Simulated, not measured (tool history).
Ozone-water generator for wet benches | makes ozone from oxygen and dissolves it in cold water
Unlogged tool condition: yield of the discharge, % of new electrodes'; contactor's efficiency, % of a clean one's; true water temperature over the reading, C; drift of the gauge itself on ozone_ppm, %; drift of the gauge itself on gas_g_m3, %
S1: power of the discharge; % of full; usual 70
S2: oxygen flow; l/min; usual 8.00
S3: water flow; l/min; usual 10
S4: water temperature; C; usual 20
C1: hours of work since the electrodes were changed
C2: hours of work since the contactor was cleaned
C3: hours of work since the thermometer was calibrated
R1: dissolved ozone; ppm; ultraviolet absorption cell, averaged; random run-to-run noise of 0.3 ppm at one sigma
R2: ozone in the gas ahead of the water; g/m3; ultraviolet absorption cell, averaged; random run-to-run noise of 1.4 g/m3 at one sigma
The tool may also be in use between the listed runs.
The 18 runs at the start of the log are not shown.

run	hour	S1	S2	S3	S4	C1	C2	C3	R1	R2
# hour 521.9: water thermometer calibrated
19	542.7	53	5.41	10	20	1408	4688	15	35.6	228.4
20	573.7	70	12.78	7	26	1431	4710	38	40.9	212.7
21	611.8	92	12.78	7	17	1459	4738	65	65.4	265.2
22	641.5	83	8.00	10	13	1480	4759	87	58.9	287.2
23	682.0	68	4.03	13	21	1510	4789	116	34.0	310.7
24	723.3	81	8.58	10	16	1540	4819	146	53.5	274.2
25	756.5	99	8.00	10	20	1564	4843	170	57.4	327.7
# hour 775.2: water thermometer calibrated, once more
26	793.3	70	9.45	10	20	1590	4869	13	42.7	237.4
27	833.5	49	4.70	10	20	1619	4899	42	33.1	226.5
28	857.8	49	4.70	10	20	1637	4916	60	32.7	227.5
29	890.5	49	6.06	10	20	1661	4940	84	33.3	207.0
30	924.1	41	8.00	9	14	1685	4964	108	35.1	163.9
31	949.2	41	8.00	9	14	1703	4983	126	34.4	162.6
32	980.3	41	8.00	9	14	1726	5005	149	34.3	161.1

Each row is a separate what-if for the run after 32, all from the same tool condition, not one after another. Results?
A	1019.6	41	8.00	6	14	1754	5034	178	?	?
B	1019.6	40	8.00	9	14	1754	5034	178	?	?
C	1019.6	41	4.35	10	15	1754	5034	178	?	?
D	1019.6	41	5.63	6	14	1754	5034	178	?	?

run	R1	R2
A	42.3	162.7
B	33.7	160.9
C	31.3	201.6
D	43.4	182.8
Take away the tool's hidden state, keep each run's random variation, and the runs would have read:
run	R1	R2
A	44.0	165.9
B	35.4	164.0
C	32.9	205.6
D	45.1	186.4
